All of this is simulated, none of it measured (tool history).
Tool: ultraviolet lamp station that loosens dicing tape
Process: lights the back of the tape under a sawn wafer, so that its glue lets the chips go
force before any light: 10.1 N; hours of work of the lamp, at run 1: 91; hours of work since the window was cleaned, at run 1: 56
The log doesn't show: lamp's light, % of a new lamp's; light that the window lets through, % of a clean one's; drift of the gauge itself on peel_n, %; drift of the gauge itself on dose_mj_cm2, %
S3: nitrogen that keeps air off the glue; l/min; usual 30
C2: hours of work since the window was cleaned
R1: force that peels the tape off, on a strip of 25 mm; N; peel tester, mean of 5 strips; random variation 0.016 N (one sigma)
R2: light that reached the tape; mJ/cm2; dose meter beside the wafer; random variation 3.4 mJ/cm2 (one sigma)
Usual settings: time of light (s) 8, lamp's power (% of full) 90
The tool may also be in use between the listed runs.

Run 1, day 0.000: usual settings; hours of work of the lamp 91; C2 56. Result: R1 0.752 N, R2 550 mJ/cm2.
Run 2, day 0.450: usual settings; hours of work of the lamp 97; C2 61. Result: R1 0.782 N, R2 546 mJ/cm2.
Run 3, day 1.029: usual settings; hours of work of the lamp 104; C2 68. Result: R1 0.782 N, R2 547 mJ/cm2.
Run 4, day 1.575: usual settings but lamp's power (% of full) 66; hours of work of the lamp 110; C2 75. Result: R1 1.478 N, R2 403 mJ/cm2.
Run 5, day 2.192: usual settings but lamp's power (% of full) 83; hours of work of the lamp 118; C2 82. Result: R1 0.913 N, R2 505 mJ/cm2.
Run 6, day 2.662: usual settings but lamp's power (% of full) 83; hours of work of the lamp 123; C2 88. Result: R1 0.949 N, R2 507 mJ/cm2.
Run 7, day 3.146: usual settings but lamp's power (% of full) 83; hours of work of the lamp 129; C2 94. Result: R1 0.935 N, R2 504 mJ/cm2.
Run 8, day 3.742: usual settings but lamp's power (% of full) 83; hours of work of the lamp 136; C2 101. Result: R1 0.952 N, R2 504 mJ/cm2.
Run 9, day 4.038: usual settings but lamp's power (% of full) 83; hours of work of the lamp 140; C2 105. Result: R1 0.911 N, R2 502 mJ/cm2.
Run 10, day 4.504: usual settings but lamp's power (% of full) 66; hours of work of the lamp 146; C2 110. Result: R1 1.466 N, R2 399 mJ/cm2.
Run 11, day 4.962: usual settings but lamp's power (% of full) 66; hours of work of the lamp 151; C2 116. Result: R1 1.479 N, R2 401 mJ/cm2.
Run 12, day 5.275: usual settings but lamp's power (% of full) 66; hours of work of the lamp 155; C2 119. Result: R1 1.467 N, R2 399 mJ/cm2.
Run 13, day 5.842: usual settings but time of light (s) 7, lamp's power (% of full) 72, S3 16 l/min; hours of work of the lamp 162; C2 126. Result: R1 2.238 N, R2 382 mJ/cm2.
Run 14, day 6.471: usual settings but time of light (s) 7, lamp's power (% of full) 72, S3 16 l/min; hours of work of the lamp 169; C2 134. Result: R1 2.288 N, R2 383 mJ/cm2.
Run 15, day 6.833: usual settings but lamp's power (% of full) 85; hours of work of the lamp 174; C2 138. Result: R1 0.884 N, R2 525 mJ/cm2.
Run 16, day 7.304: usual settings but S3 37 l/min; hours of work of the lamp 179; C2 144. Result: R1 0.665 N, R2 553 mJ/cm2.
Run 17, day 7.821: usual settings but time of light (s) 6, S3 22 l/min; hours of work of the lamp 186; C2 150. Result: R1 1.712 N, R2 415 mJ/cm2.
Run 18, day 8.229: usual settings but time of light (s) 6, S3 22 l/min; hours of work of the lamp 191; C2 155. Result: R1 1.660 N, R2 408 mJ/cm2.
Run 19, day 8.712: usual settings but time of light (s) 6, S3 22 l/min; hours of work of the lamp 196; C2 161. Result: R1 1.746 N, R2 411 mJ/cm2.
Run 20, day 9.129: usual settings but time of light (s) 11, lamp's power (% of full) 61, S3 47 l/min; hours of work of the lamp 201; C2 166. Result: R1 0.646 N, R2 510 mJ/cm2.
Run 21, day 9.612: usual settings but time of light (s) 11, lamp's power (% of full) 73, S3 17 l/min; hours of work of the lamp 207; C2 172. Result: R1 0.939 N, R2 605 mJ/cm2.
Run 22, day 10.150: usual settings but time of light (s) 5, lamp's power (% of full) 78; hours of work of the lamp 214; C2 178. Result: R1 2.311 N, R2 294 mJ/cm2.
Run 23, day 10.525: usual settings but time of light (s) 10, lamp's power (% of full) 94, S3 40 l/min; hours of work of the lamp 218; C2 183. Result: R1 0.331 N, R2 718 mJ/cm2.
Run 24, day 11.092: usual settings but time of light (s) 12, lamp's power (% of full) 65, S3 40 l/min; hours of work of the lamp 225; C2 190. Result: R1 0.522 N, R2 594 mJ/cm2.

Forecast each of these 5 alternatives for the next run:
Run A, day 11.667: usual settings but lamp's power (% of full) 92; hours of work of the lamp 232; C2 197. Result: R1 ?, R2 ?.
Run B, day 11.667: usual settings but S3 12 l/min; hours of work of the lamp 232; C2 197. Result: R1 ?, R2 ?.
Run C, day 11.667: usual settings but time of light (s) 9, lamp's power (% of full) 72, S3 40 l/min; hours of work of the lamp 232; C2 197. Result: R1 ?, R2 ?.
Run D, day 11.667: usual settings but time of light (s) 6, lamp's power (% of full) 65, S3 40 l/min; hours of work of the lamp 232; C2 197. Result: R1 ?, R2 ?.
Run E, day 11.667: usual settings but time of light (s) 6, lamp's power (% of full) 65, S3 16 l/min; hours of work of the lamp 232; C2 197. Result: R1 ?, R2 ?.

run     R1   R2
  A  0.751  556
  B  1.489  552
  C  0.807  496
  D  2.071  296
  E  3.016  298
Without the tool's hidden state the same runs would have given:
run     R1   R2
  A  0.750  556
  B  1.487  552
  C  0.806  496
  D  2.069  296
  E  3.013  299

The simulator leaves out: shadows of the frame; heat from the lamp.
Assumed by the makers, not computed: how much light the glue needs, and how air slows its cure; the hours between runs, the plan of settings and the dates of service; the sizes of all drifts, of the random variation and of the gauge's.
